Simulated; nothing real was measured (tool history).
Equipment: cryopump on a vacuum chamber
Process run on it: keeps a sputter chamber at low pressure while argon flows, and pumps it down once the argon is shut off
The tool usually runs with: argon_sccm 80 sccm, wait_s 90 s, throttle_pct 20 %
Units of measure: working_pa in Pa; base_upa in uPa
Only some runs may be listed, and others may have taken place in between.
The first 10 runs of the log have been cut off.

run   hour  argon_sccm  wait_s  throttle_pct  working_pa  base_upa
 11  226.1          80      90            43      0.2147       2.8
 12  240.6          80      90            43      0.2145      2.73
 13  258.2          80      90            17      0.5363      2.77
 14  272.3          80      90            20       0.461      2.84
 15  297.7          80      90            20      0.4591       2.8
 16  323.2          80      90            20      0.4612      2.89
 17  347.7          80      90            20      0.4596      2.97
 18  373.9          80      90            20      0.4603      2.97
 19  389.5          97     272            24      0.4661      2.39
 20  421.2          97     272            24      0.4669      2.44
 21  437.9          97     272            24      0.4661      2.51
 22    464          97      39            29       0.388       4.2
 23  490.2          97      23            20      0.5593      5.81
 24    523         117     100            22       0.608      3.08
 25  540.8          35      34            32      0.1268      4.62
 26  568.4          35      34            32      0.1263      4.68
 27  584.9          57     254            36      0.1849      2.71
 28  609.9          90      53            20      0.5168      4.02
 29  642.6          90      91            50      0.2152      3.46
 30  674.7          90      91            50      0.2133      3.64
 31  696.1          34     161            20      0.1954      3.04
 32    723          34     161            20      0.1971       3.3
 33  750.9          41     135            24      0.1981      3.33
 34  776.2          40      90            32      0.1459      3.71

Alternative continuations, all from the tool just after run 34; predict every row:
  A  806.7          80      90            15           ?         ?
  B  806.7          67      90            17           ?         ?
  C  806.7          80     229            20           ?         ?
  D  806.7          38      90            21           ?         ?

run  working_pa  base_upa
  A      0.6117      3.81
  B      0.4532      3.78
  C      0.4652      3.25
  D      0.2084      3.77
Stripped of hidden state, with their random variation kept, the same runs would have yielded:
run  working_pa  base_upa
  A      0.6017      1.09
  B      0.4449      1.08
  C      0.4552      0.55
  D      0.2037      1.06

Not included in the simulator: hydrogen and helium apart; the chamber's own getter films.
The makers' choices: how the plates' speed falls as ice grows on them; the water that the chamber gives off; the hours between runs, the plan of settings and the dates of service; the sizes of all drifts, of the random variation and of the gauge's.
